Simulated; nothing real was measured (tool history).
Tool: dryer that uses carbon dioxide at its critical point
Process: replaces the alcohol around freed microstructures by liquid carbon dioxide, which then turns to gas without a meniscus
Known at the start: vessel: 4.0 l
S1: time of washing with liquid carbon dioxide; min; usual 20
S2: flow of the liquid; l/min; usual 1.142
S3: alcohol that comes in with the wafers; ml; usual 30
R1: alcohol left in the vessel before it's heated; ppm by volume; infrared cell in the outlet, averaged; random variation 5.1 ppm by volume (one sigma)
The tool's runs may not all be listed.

run    hour  S1     S2   S3    R1
  1     0.0  20  1.142   30   167
  2    44.6  20  1.142   30   169
  3    72.1  20  1.142   30   171
  4   116.9  29  1.142   30    90
  5   150.4  17  1.142   30   257
  6   175.4  27  1.142   30   113
  7   224.4  27  1.142   30   103
  8   249.4  27  1.142   30    99
  9   301.4  27  1.142   30   105
 10   347.5  27  1.142   30   108
 11   400.4  20  0.940   30   314
 12   431.2  20  1.142   60   303
      479.2  -- inlet filter changed
 13   483.5  20  1.142   60   245
 14   524.2  20  1.142   60   239
 15   554.6  20  1.142   30   182
 16   584.7  20  1.142   30   175
 17   619.1  20  1.142   30   185
 18   664.1  25  1.142   27   123
 19   709.4  17  1.142   88   570
 20   750.5  25  1.142   24   128
 21   783.0  32  0.800   36   163
 22   818.7  19  1.860   95   133
 23   861.3  20  0.830  106  1163
 24   901.4  18  1.270   71   311
 25   952.9  18  1.270   71   332
 26   999.7  18  1.270   71   319
 27  1027.8  22  0.730   71   907
 28  1073.7  28  1.142   30   141
 29  1118.9  31  1.142   30   130
 30  1171.4  14  1.410   30   298
 31  1200.3  13  1.170   30   547
 32  1248.8  28  0.870   60   280
 33  1294.2  13  1.080   60  1171

Hidden state or all else? Some run-to-run changes of R1, split into what the settings, what came in and random variation would give without the hidden state, and what is left for the hidden state (with any gauge scatter that isn't in both results):
The hidden state here: flow that reaches the vessel past the clogged filter, %; alcohol in the recycled carbon dioxide, ppm; drift of the gauge itself on alcohol_ppm, %.
Run 22 -> 23: S1 19 -> 20, S2 1.860 -> 0.830, S3 95 -> 106. R1 +1030 ppm by volume: hidden state +112, all else +918.
Run 23 -> 24: S1 20 -> 18, S2 0.830 -> 1.270, S3 106 -> 71. R1 -852 ppm by volume: hidden state -78, all else -774.
Run 27 -> 28: S1 22 -> 28, S2 0.730 -> 1.142, S3 71 -> 30. R1 -766 ppm by volume: hidden state -103, all else -663.
Run 32 -> 33: S1 28 -> 13, S2 0.870 -> 1.080. R1 +891 ppm by volume: hidden state +135, all else +756.
